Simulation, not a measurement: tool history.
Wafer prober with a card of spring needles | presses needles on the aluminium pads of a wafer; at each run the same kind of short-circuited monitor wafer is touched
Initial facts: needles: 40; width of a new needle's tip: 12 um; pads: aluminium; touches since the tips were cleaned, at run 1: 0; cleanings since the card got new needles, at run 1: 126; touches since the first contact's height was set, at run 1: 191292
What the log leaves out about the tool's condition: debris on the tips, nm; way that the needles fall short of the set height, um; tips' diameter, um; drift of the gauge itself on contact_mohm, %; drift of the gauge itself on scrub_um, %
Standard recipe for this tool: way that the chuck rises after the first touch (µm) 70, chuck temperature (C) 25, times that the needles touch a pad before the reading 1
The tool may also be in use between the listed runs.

run,hour,way that the chuck rises after the first touch (µm),chuck temperature (C),times that the needles touch a pad before the reading,touches since the tips were cleaned,cleanings since the card got new needles,touches since the first contact's height was set,resistance of one needle with its contact and lead (mohm),way that a needle slides on the pad (µm)
1,0.0,70,25,1,0,126,191292,143,15.58
# hour 12.2: tips cleaned on abrasive film
# hour 22.0: tips cleaned on abrasive film
# hour 31.8: tips cleaned on abrasive film
# hour 32.1: height of the first contact set anew
# hour 44.3: tips cleaned on abrasive film
# hour 56.5: tips cleaned on abrasive film
2,57.4,64,25,1,258,131,7116,161,15.54
# hour 67.3: tips cleaned on abrasive film
# hour 77.1: tips cleaned on abrasive film
# hour 89.2: tips cleaned on abrasive film
3,94.8,64,25,1,1585,134,17604,198,15.53
# hour 99.7: tips cleaned on abrasive film
# hour 109.5: tips cleaned on abrasive film
# hour 118.9: tips cleaned on abrasive film, once more
4,118.9,72,25,1,0,137,24360,147,17.39
# hour 131.2: tips cleaned on abrasive film
# hour 141.0: tips cleaned on abrasive film
# hour 150.8: tips cleaned on abrasive film
# hour 163.0: tips cleaned on abrasive film
5,172.3,70,25,2,2626,141,39359,182,16.72
# hour 174.8: tips cleaned on abrasive film
# hour 184.6: tips cleaned on abrasive film
# hour 194.4: tips cleaned on abrasive film
6,198.8,70,47,1,1235,144,46781,189,16.71
# hour 206.2: tips cleaned on abrasive film
# hour 216.0: tips cleaned on abrasive film
7,223.1,70,47,1,2009,146,53602,204,16.59
# hour 228.0: tips cleaned on abrasive film
# hour 237.8: tips cleaned on abrasive film
# hour 247.6: tips cleaned on abrasive film
# hour 259.9: tips cleaned on abrasive film
# hour 271.5: tips cleaned on abrasive film
8,271.5,70,25,1,0,151,67183,148,16.58
# hour 281.3: tips cleaned on abrasive film
# hour 293.6: tips cleaned on abrasive film
# hour 303.4: tips cleaned on abrasive film
9,303.5,70,25,1,24,154,76145,146,16.65
# hour 313.3: tips cleaned on abrasive film
# hour 323.1: tips cleaned on abrasive film
# hour 335.3: tips cleaned on abrasive film
# hour 347.5: tips cleaned on abrasive film
# hour 359.7: tips cleaned on abrasive film
10,362.2,70,25,1,701,159,92634,177,16.26
# hour 371.9: tips cleaned on abrasive film
# hour 384.1: tips cleaned on abrasive film
# hour 393.9: tips cleaned on abrasive film
# hour 403.7: tips cleaned on abrasive film
11,408.2,70,25,3,1263,163,105549,159,16.37
# hour 415.6: tips cleaned on abrasive film
# hour 425.4: tips cleaned on abrasive film
# hour 435.2: tips cleaned on abrasive film
12,436.3,88,25,1,316,166,113427,149,20.48
# hour 446.0: tips cleaned on abrasive film
# hour 455.8: tips cleaned on abrasive film
# hour 468.1: tips cleaned on abrasive film
# hour 480.3: tips cleaned on abrasive film
# hour 492.5: tips cleaned on abrasive film
13,494.8,88,25,1,658,171,129859,158,20.64
# hour 504.6: tips cleaned on abrasive film
# hour 514.4: tips cleaned on abrasive film
# hour 524.2: tips cleaned on abrasive film
# hour 536.5: tips cleaned on abrasive film
14,540.2,88,25,1,1054,175,142600,166,20.49
# hour 547.5: tips cleaned on abrasive film
# hour 557.3: tips cleaned on abrasive film
# hour 567.1: tips cleaned on abrasive film
# hour 579.3: tips cleaned on abrasive film
15,586.9,68,122,2,2152,179,155719,211,15.49
# hour 589.5: tips cleaned on abrasive film
# hour 601.7: tips cleaned on abrasive film
# hour 611.5: tips cleaned on abrasive film
# hour 623.7: tips cleaned on abrasive film
16,624.4,70,114,1,195,183,166228,177,16.15
# hour 634.2: tips cleaned on abrasive film
# hour 646.4: tips cleaned on abrasive film
17,649.0,70,113,2,736,185,173143,188,15.81
# hour 656.4: tips cleaned on abrasive film
# hour 666.2: tips cleaned on abrasive film
# hour 678.4: tips cleaned on abrasive film
18,686.1,61,35,2,2181,188,183564,220,13.48
# hour 688.7: tips cleaned on abrasive film
# hour 698.5: tips cleaned on abrasive film
# hour 710.7: tips cleaned on abrasive film
# hour 720.5: tips cleaned on abrasive film
19,721.0,61,35,2,135,192,193327,164,13.42
# hour 730.8: tips cleaned on abrasive film
# hour 740.6: tips cleaned on abrasive film
# hour 745.8: height of the first contact set anew
# hour 750.7: tips cleaned on abrasive film
# hour 760.5: tips cleaned on abrasive film
20,765.5,61,28,1,1419,196,5544,228,14.82
# hour 770.5: tips cleaned on abrasive film
# hour 780.3: tips cleaned on abrasive film
# hour 790.1: tips cleaned on abrasive film
# hour 802.3: tips cleaned on abrasive film
21,806.0,61,28,1,1037,200,16894,200,14.87
# hour 813.4: tips cleaned on abrasive film
# hour 825.6: tips cleaned on abrasive film
22,830.6,61,87,1,1421,202,23816,223,14.84
# hour 835.6: tips cleaned on abrasive film
# hour 845.4: tips cleaned on abrasive film
# hour 855.2: tips cleaned on abrasive film
# hour 867.5: tips cleaned on abrasive film
# hour 879.7: tips cleaned on abrasive film
23,879.7,76,87,1,0,207,37555,159,18.28
# hour 891.9: tips cleaned on abrasive film
# hour 904.1: tips cleaned on abrasive film
24,905.1,59,33,1,276,209,44705,183,14.11
# hour 914.9: tips cleaned on abrasive film
# hour 924.7: tips cleaned on abrasive film
25,931.1,79,50,1,1799,211,52005,199,18.77

3 options for the next run, each taken on its own from the tool as it stands now. Forecast them:
# hour 936.0: tips cleaned on abrasive film
# hour 945.8: tips cleaned on abrasive film
# hour 955.6: tips cleaned on abrasive film
# hour 966.8: tips cleaned on abrasive film
A,966.8,74,55,2,0,215,62008,?,?
# hour 936.0: tips cleaned on abrasive film
# hour 945.8: tips cleaned on abrasive film
# hour 955.6: tips cleaned on abrasive film
# hour 966.8: tips cleaned on abrasive film
B,966.8,52,107,3,0,215,62008,?,?
# hour 936.0: tips cleaned on abrasive film
# hour 945.8: tips cleaned on abrasive film
# hour 955.6: tips cleaned on abrasive film
# hour 966.8: tips cleaned on abrasive film
C,966.8,64,115,2,0,215,62008,?,?

run,resistance of one needle with its contact and lead (mohm),way that a needle slides on the pad (µm)
A,148,17.65
B,169,12.23
C,165,15.07
With the hidden condition removed and each run's random variation left untouched, the same runs would have given:
run,resistance of one needle with its contact and lead (mohm),way that a needle slides on the pad (µm)
A,137,18.13
B,151,12.71
C,149,15.55
